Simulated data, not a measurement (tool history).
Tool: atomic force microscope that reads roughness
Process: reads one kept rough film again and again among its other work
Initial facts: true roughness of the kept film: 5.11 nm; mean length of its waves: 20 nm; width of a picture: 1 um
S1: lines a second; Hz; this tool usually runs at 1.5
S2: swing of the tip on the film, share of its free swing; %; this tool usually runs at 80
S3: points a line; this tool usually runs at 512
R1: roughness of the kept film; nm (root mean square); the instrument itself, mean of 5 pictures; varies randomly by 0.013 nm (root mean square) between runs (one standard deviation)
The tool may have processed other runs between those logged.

run 1 hour=0 | S1=1.5 S2=80 S3=512 | R1=3.078
-- hour=39.5 new tip fitted
run 2 hour=39.5 | S1=1.5 S2=80 S3=512 | R1=3.197
-- hour=78.4 new tip fitted
run 3 hour=98.9 | S1=1.5 S2=80 S3=277 | R1=2.445
-- hour=116.6 new tip fitted
run 4 hour=147.1 | S1=1.5 S2=80 S3=277 | R1=2.256
-- hour=156.9 new tip fitted
-- hour=196.8 new tip fitted
run 5 hour=196.8 | S1=1.5 S2=80 S3=277 | R1=3.097
-- hour=236.9 new tip fitted
run 6 hour=264.4 | S1=1.5 S2=80 S3=277 | R1=2.202
-- hour=279 new tip fitted
-- hour=319.9 new tip fitted
run 7 hour=319.9 | S1=1.5 S2=80 S3=512 | R1=3.205
-- hour=360.2 new tip fitted
run 8 hour=382.7 | S1=1.5 S2=56 S3=512 | R1=2.823
-- hour=399.3 new tip fitted
run 9 hour=430 | S1=1.5 S2=80 S3=380 | R1=2.213
-- hour=441 new tip fitted
run 10 hour=477.5 | S1=3.71 S2=80 S3=380 | R1=1.8
-- hour=483.2 new tip fitted
run 11 hour=515.3 | S1=3.71 S2=80 S3=380 | R1=1.834
-- hour=525.9 new tip fitted
-- hour=568.9 new tip fitted
run 12 hour=586.5 | S1=3.71 S2=80 S3=380 | R1=2.098
-- hour=608.1 new tip fitted
run 13 hour=640.4 | S1=3.71 S2=56 S3=380 | R1=2.31
-- hour=648 new tip fitted
-- hour=687.9 new tip fitted
run 14 hour=687.9 | S1=1.5 S2=80 S3=512 | R1=3.092
-- hour=727.2 new tip fitted
run 15 hour=756.7 | S1=1.5 S2=80 S3=512 | R1=2.252
-- hour=768.4 new tip fitted
-- hour=811.7 new tip fitted
run 16 hour=820.7 | S1=1.5 S2=80 S3=512 | R1=2.843
-- hour=855.6 new tip fitted
run 17 hour=861.1 | S1=1.5 S2=80 S3=512 | R1=2.919
-- hour=894.5 new tip fitted
-- hour=936.5 new tip fitted
run 18 hour=936.5 | S1=1.5 S2=80 S3=512 | R1=3.206
-- hour=975.8 new tip fitted
run 19 hour=999.6 | S1=1.5 S2=80 S3=512 | R1=2.373
-- hour=1015.1 new tip fitted
run 20 hour=1042.6 | S1=1.5 S2=80 S3=512 | R1=2.277
-- hour=1058.3 new tip fitted
-- hour=1100.3 new tip fitted
run 21 hour=1110.6 | S1=1.5 S2=80 S3=512 | R1=2.743
-- hour=1141.7 new tip fitted
-- hour=1182.2 new tip fitted
run 22 hour=1182.2 | S1=1.5 S2=80 S3=512 | R1=3.2
-- hour=1223.5 new tip fitted
run 23 hour=1253.1 | S1=1.5 S2=80 S3=512 | R1=2.185
-- hour=1265.3 new tip fitted
run 24 hour=1297.1 | S1=0.53 S2=80 S3=951 | R1=2.403
-- hour=1306.3 new tip fitted
run 25 hour=1337.4 | S1=0.82 S2=80 S3=512 | R1=2.452
-- hour=1345.1 new tip fitted
-- hour=1383.9 new tip fitted
run 26 hour=1400 | S1=3.01 S2=80 S3=682 | R1=2.253
-- hour=1423 new tip fitted
run 27 hour=1454.9 | S1=3.01 S2=80 S3=682 | R1=1.888
-- hour=1464.6 new tip fitted
run 28 hour=1489 | S1=1.5 S2=84 S3=812 | R1=2.309
-- hour=1506.3 new tip fitted
-- hour=1547.2 new tip fitted
run 29 hour=1566.1 | S1=1.5 S2=84 S3=812 | R1=2.436
-- hour=1587.2 new tip fitted
-- hour=1631.5 new tip fitted
run 30 hour=1638.6 | S1=1.5 S2=65 S3=627 | R1=3.128
-- hour=1671.4 new tip fitted
run 31 hour=1674.7 | S1=1.32 S2=63 S3=453 | R1=3.35
-- hour=1709.8 new tip fitted
run 32 hour=1730.3 | S1=0.68 S2=63 S3=661 | R1=2.83
-- hour=1753.1 new tip fitted
run 33 hour=1766.4 | S1=3.85 S2=63 S3=661 | R1=2.719
-- hour=1794.8 new tip fitted
-- hour=1837.5 new tip fitted
run 34 hour=1843.6 | S1=3.85 S2=63 S3=661 | R1=2.986
-- hour=1879.6 new tip fitted
run 35 hour=1907.2 | S1=1.5 S2=80 S3=331 | R1=2.322
-- hour=1924.3 new tip fitted
-- hour=1963.2 new tip fitted
run 36 hour=1976.5 | S1=1.13 S2=86 S3=414 | R1=2.693
-- hour=2001.8 new tip fitted
run 37 hour=2019.5 | S1=3.67 S2=86 S3=562 | R1=1.977
-- hour=2043.2 new tip fitted
run 38 hour=2078.9 | S1=1.37 S2=86 S3=667 | R1=2.093
-- hour=2084 new tip fitted
-- hour=2123.5 new tip fitted
run 39 hour=2129.1 | S1=0.9 S2=87 S3=309 | R1=3.04
-- hour=2165 new tip fitted
run 40 hour=2173.2 | S1=1.52 S2=89 S3=870 | R1=2.746
-- hour=2208.7 new tip fitted
run 41 hour=2215.1 | S1=0.99 S2=80 S3=354 | R1=3.041
-- hour=2249.5 new tip fitted
run 42 hour=2277 | S1=1.5 S2=75 S3=504 | R1=2.358
-- hour=2289.8 new tip fitted
-- hour=2328.4 new tip fitted
run 43 hour=2350.7 | S1=1.5 S2=75 S3=504 | R1=2.557
-- hour=2369.3 new tip fitted
-- hour=2409.3 new tip fitted
run 44 hour=2409.3 | S1=1.18 S2=80 S3=692 | R1=3.302
-- hour=2452.7 new tip fitted
run 45 hour=2469.3 | S1=1.5 S2=80 S3=372 | R1=2.613
-- hour=2492.3 new tip fitted
run 46 hour=2509.4 | S1=0.69 S2=80 S3=950 | R1=2.765

Subtracting, for every run, the result it would have given without the tool's unlogged condition from the measured result gives the following. The same run-to-run variation enters both numbers; the gauge's scatter may not:
The tool's hidden condition here consists of: radius of the tip, nm; height scale over the true one, %; drift of the gauge itself on roughness_nm, %.
run=1 R1=-0.122
run=2 R1=-0.01
run=3 R1=-0.678
run=4 R1=-0.882
run=5 R1=-0.022
run=6 R1=-0.926
run=7 R1=+0.004
run=8 R1=-0.79
run=9 R1=-0.977
run=10 R1=-0.835
run=11 R1=-0.797
run=12 R1=-0.527
run=13 R1=-1.06
run=14 R1=-0.109
run=15 R1=-0.926
run=16 R1=-0.332
run=17 R1=-0.269
run=18 R1=+0.009
run=19 R1=-0.833
run=20 R1=-0.926
run=21 R1=-0.46
run=22 R1=+0.012
run=23 R1=-1.004
run=24 R1=-1.153
run=25 R1=-0.983
run=26 R1=-0.569
run=27 R1=-0.916
run=28 R1=-0.824
run=29 R1=-0.674
run=30 R1=-0.375
run=31 R1=-0.196
run=32 R1=-0.822
run=33 R1=-0.497
run=34 R1=-0.226
run=35 R1=-0.853
run=36 R1=-0.484
run=37 R1=-0.46
run=38 R1=-1.038
run=39 R1=-0.177
run=40 R1=-0.245
run=41 R1=-0.283
run=42 R1=-0.958
run=43 R1=-0.75
run=44 R1=-0.004
run=45 R1=-0.552
run=46 R1=-0.734

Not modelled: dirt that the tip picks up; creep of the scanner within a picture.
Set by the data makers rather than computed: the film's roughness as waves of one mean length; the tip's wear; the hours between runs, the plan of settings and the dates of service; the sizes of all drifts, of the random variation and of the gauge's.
